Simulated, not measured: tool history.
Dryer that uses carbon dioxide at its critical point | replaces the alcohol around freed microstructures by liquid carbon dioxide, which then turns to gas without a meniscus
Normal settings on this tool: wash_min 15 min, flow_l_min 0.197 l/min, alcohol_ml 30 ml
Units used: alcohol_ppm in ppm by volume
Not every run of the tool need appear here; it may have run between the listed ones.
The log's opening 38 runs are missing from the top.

run 39 hour=816.7 | wash_min=15 flow_l_min=0.280 alcohol_ml=30 | alcohol_ppm=234
run 40 hour=846.7 | wash_min=15 flow_l_min=0.280 alcohol_ml=30 | alcohol_ppm=242
run 41 hour=873.3 | wash_min=15 flow_l_min=0.280 alcohol_ml=30 | alcohol_ppm=247
run 42 hour=905.5 | wash_min=15 flow_l_min=0.280 alcohol_ml=30 | alcohol_ppm=259
-- hour=925.5 inlet filter changed
run 43 hour=938.5 | wash_min=17 flow_l_min=0.156 alcohol_ml=30 | alcohol_ppm=811
run 44 hour=960.2 | wash_min=19 flow_l_min=0.197 alcohol_ml=21 | alcohol_ppm=270
run 45 hour=976.8 | wash_min=13 flow_l_min=0.197 alcohol_ml=118 | alcohol_ppm=3216
run 46 hour=994.0 | wash_min=16 flow_l_min=0.197 alcohol_ml=101 | alcohol_ppm=1130

Consider 5 possible next runs. They are alternatives, not a sequence: every one starts from the tool as it was left by run 46. What does each give?
run A hour=1011.1 | wash_min=10 flow_l_min=0.238 alcohol_ml=101 | alcohol_ppm=?
run B hour=1011.1 | wash_min=17 flow_l_min=0.147 alcohol_ml=101 | alcohol_ppm=?
run C hour=1011.1 | wash_min=14 flow_l_min=0.167 alcohol_ml=85 | alcohol_ppm=?
run D hour=1011.1 | wash_min=16 flow_l_min=0.197 alcohol_ml=49 | alcohol_ppm=?
run E hour=1011.1 | wash_min=15 flow_l_min=0.207 alcohol_ml=36 | alcohol_ppm=?

run=A alcohol_ppm=3826
run=B alcohol_ppm=3284
run=C alcohol_ppm=3561
run=D alcohol_ppm=674
run=E alcohol_ppm=586
Take away the tool's hidden state, keep each run's random variation, and the runs would have read:
run=A alcohol_ppm=3198
run=B alcohol_ppm=2714
run=C alcohol_ppm=2981
run=D alcohol_ppm=410
run=E alcohol_ppm=334

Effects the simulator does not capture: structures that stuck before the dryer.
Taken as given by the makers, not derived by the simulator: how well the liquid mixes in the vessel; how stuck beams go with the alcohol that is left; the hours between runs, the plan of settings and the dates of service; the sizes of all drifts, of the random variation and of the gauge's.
